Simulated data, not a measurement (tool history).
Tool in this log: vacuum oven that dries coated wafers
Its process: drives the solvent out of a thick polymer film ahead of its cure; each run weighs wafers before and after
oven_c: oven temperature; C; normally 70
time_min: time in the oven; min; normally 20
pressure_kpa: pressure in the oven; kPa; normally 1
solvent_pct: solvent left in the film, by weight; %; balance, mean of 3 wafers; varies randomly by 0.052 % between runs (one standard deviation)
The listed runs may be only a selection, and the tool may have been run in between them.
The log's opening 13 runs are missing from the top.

run 14 hour=938.5 | oven_c=70 time_min=19 pressure_kpa=1 | solvent_pct=1.61
run 15 hour=986.2 | oven_c=70 time_min=19 pressure_kpa=1 | solvent_pct=1.59
run 16 hour=1036.9 | oven_c=70 time_min=19 pressure_kpa=1 | solvent_pct=1.61
run 17 hour=1126.3 | oven_c=70 time_min=19 pressure_kpa=1 | solvent_pct=1.52
run 18 hour=1200.9 | oven_c=70 time_min=19 pressure_kpa=1 | solvent_pct=1.52
run 19 hour=1270.3 | oven_c=70 time_min=19 pressure_kpa=1 | solvent_pct=1.44
run 20 hour=1327.1 | oven_c=70 time_min=15 pressure_kpa=1 | solvent_pct=2.2
run 21 hour=1369.1 | oven_c=70 time_min=15 pressure_kpa=1 | solvent_pct=2.12
run 22 hour=1437.6 | oven_c=70 time_min=15 pressure_kpa=1 | solvent_pct=2.18
run 23 hour=1527.5 | oven_c=70 time_min=15 pressure_kpa=1 | solvent_pct=2.08
run 24 hour=1590.4 | oven_c=70 time_min=15 pressure_kpa=1 | solvent_pct=2.08
run 25 hour=1643.1 | oven_c=70 time_min=15 pressure_kpa=1 | solvent_pct=2.06
run 26 hour=1712.1 | oven_c=57 time_min=20 pressure_kpa=0.9 | solvent_pct=5.32

Forecast run 27:
run 27 hour=1778.8 | oven_c=68 time_min=30 pressure_kpa=1 | solvent_pct=?

Run 27 gave solvent_pct 0.94 %.
Without the tool's hidden state the same run would have given solvent_pct 1.12 %.
